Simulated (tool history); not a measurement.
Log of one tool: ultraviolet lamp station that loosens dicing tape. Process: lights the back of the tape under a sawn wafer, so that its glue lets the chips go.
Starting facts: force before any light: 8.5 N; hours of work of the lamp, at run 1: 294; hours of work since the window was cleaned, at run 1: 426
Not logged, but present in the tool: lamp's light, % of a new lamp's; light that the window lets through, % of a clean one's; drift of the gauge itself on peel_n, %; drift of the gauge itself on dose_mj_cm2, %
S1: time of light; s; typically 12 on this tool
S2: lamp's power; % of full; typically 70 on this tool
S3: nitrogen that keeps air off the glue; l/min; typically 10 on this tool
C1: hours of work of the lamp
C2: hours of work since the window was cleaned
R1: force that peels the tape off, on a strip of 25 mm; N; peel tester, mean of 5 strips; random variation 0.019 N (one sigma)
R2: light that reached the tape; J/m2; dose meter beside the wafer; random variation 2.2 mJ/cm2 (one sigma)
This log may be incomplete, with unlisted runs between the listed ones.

run 1 hour=0 | S1=12 S2=70 S3=10 | C1=294 C2=426 | R1=1.382 R2=1570
run 2 hour=41.1 | S1=12 S2=70 S3=10 | C1=313 C2=445 | R1=1.392 R2=1580
run 3 hour=94.3 | S1=12 S2=70 S3=10 | C1=338 C2=470 | R1=1.433 R2=1490
run 4 hour=144.6 | S1=12 S2=70 S3=10 | C1=361 C2=493 | R1=1.466 R2=1540
run 5 hour=194.9 | S1=12 S2=62 S3=10 | C1=385 C2=516 | R1=1.833 R2=1320
run 6 hour=223 | S1=12 S2=62 S3=10 | C1=398 C2=530 | R1=1.877 R2=1280
run 7 hour=274.4 | S1=12 S2=62 S3=10 | C1=422 C2=554 | R1=1.862 R2=1290
run 8 hour=302.1 | S1=12 S2=62 S3=10 | C1=435 C2=566 | R1=1.898 R2=1280
run 9 hour=341.4 | S1=12 S2=70 S3=10 | C1=453 C2=585 | R1=1.652 R2=1420
run 10 hour=377.4 | S1=12 S2=70 S3=10 | C1=470 C2=601 | R1=1.66 R2=1450
-- hour=387.2 window cleaned of glue's vapour
run 11 hour=420 | S1=7 S2=70 S3=10 | C1=490 C2=15 | R1=3.456 R2=790
run 12 hour=444 | S1=12 S2=70 S3=4 | C1=501 C2=26 | R1=2.483 R2=1290
run 13 hour=482.4 | S1=12 S2=70 S3=4 | C1=519 C2=44 | R1=2.519 R2=1270
-- hour=525.1 window cleaned of glue's vapour, once more
run 14 hour=535.7 | S1=12 S2=71 S3=4 | C1=543 C2=5 | R1=1.85 R2=1610
run 15 hour=562.5 | S1=12 S2=71 S3=4 | C1=556 C2=17 | R1=1.928 R2=1610
run 16 hour=603.9 | S1=12 S2=71 S3=4 | C1=575 C2=37 | R1=1.877 R2=1600
run 17 hour=629.7 | S1=12 S2=71 S3=4 | C1=587 C2=49 | R1=1.929 R2=1590
run 18 hour=671.4 | S1=12 S2=98 S3=10 | C1=606 C2=68 | R1=0.805 R2=2200
run 19 hour=723.8 | S1=12 S2=98 S3=10 | C1=631 C2=93 | R1=0.819 R2=2080
run 20 hour=769.2 | S1=12 S2=98 S3=9 | C1=652 C2=114 | R1=0.858 R2=2060
run 21 hour=797.9 | S1=12 S2=98 S3=9 | C1=665 C2=127 | R1=0.898 R2=2050
run 22 hour=828.1 | S1=12 S2=98 S3=9 | C1=679 C2=141 | R1=0.927 R2=2030
run 23 hour=879.1 | S1=9 S2=93 S3=12 | C1=703 C2=165 | R1=1.619 R2=1410
run 24 hour=917.1 | S1=9 S2=93 S3=14 | C1=721 C2=183 | R1=1.523 R2=1400
run 25 hour=949.9 | S1=9 S2=93 S3=14 | C1=736 C2=198 | R1=1.568 R2=1350
-- hour=965.8 lamp changed
run 26 hour=1001.5 | S1=10 S2=68 S3=10 | C1=17 C2=221 | R1=1.503 R2=1520
run 27 hour=1049.1 | S1=10 S2=68 S3=10 | C1=39 C2=244 | R1=1.561 R2=1460
run 28 hour=1078.7 | S1=23 S2=88 S3=4 | C1=53 C2=257 | R1=0.331 R2=4450
run 29 hour=1108.2 | S1=19 S2=84 S3=8 | C1=66 C2=271 | R1=0.355 R2=3360
run 30 hour=1144.8 | S1=19 S2=84 S3=8 | C1=83 C2=288 | R1=0.388 R2=3370
run 31 hour=1195.2 | S1=19 S2=84 S3=8 | C1=107 C2=312 | R1=0.385 R2=3300
run 32 hour=1239.4 | S1=19 S2=84 S3=8 | C1=127 C2=332 | R1=0.401 R2=3290
run 33 hour=1283.9 | S1=12 S2=68 S3=10 | C1=148 C2=353 | R1=1.301 R2=1620
run 34 hour=1327.8 | S1=18 S2=82 S3=5 | C1=169 C2=373 | R1=0.598 R2=2970
run 35 hour=1357.1 | S1=22 S2=67 S3=7 | C1=182 C2=387 | R1=0.501 R2=2920
run 36 hour=1405.6 | S1=22 S2=71 S3=7 | C1=205 C2=410 | R1=0.478 R2=3040
run 37 hour=1430.2 | S1=8 S2=69 S3=10 | C1=216 C2=421 | R1=2.449 R2=1050
run 38 hour=1478.8 | S1=8 S2=69 S3=10 | C1=239 C2=444 | R1=2.461 R2=1060
run 39 hour=1520.8 | S1=12 S2=78 S3=10 | C1=259 C2=463 | R1=1.144 R2=1740
run 40 hour=1557.9 | S1=10 S2=93 S3=10 | C1=276 C2=481 | R1=1.173 R2=1750
run 41 hour=1586.6 | S1=8 S2=78 S3=18 | C1=289 C2=494 | R1=1.928 R2=1150
run 42 hour=1617.1 | S1=13 S2=69 S3=14 | C1=303 C2=508 | R1=1.148 R2=1650
run 43 hour=1648.1 | S1=8 S2=91 S3=14 | C1=318 C2=523 | R1=1.686 R2=1310

3 options for the next run, each taken on its own from the tool as it stands now. Forecast them:
run A hour=1683.4 | S1=8 S2=92 S3=9 | C1=334 C2=539 | R1=? R2=?
run B hour=1683.4 | S1=6 S2=91 S3=14 | C1=334 C2=539 | R1=? R2=?
run C hour=1683.4 | S1=12 S2=96 S3=10 | C1=334 C2=539 | R1=? R2=?

run=A R1=1.885 R2=1320
run=B R1=2.449 R2=970
run=C R1=0.868 R2=2060
Had the tool no hidden state, the same runs would have come out as:
run=A R1=1.202 R2=1760
run=B R1=1.676 R2=1290
run=C R1=0.503 R2=2740
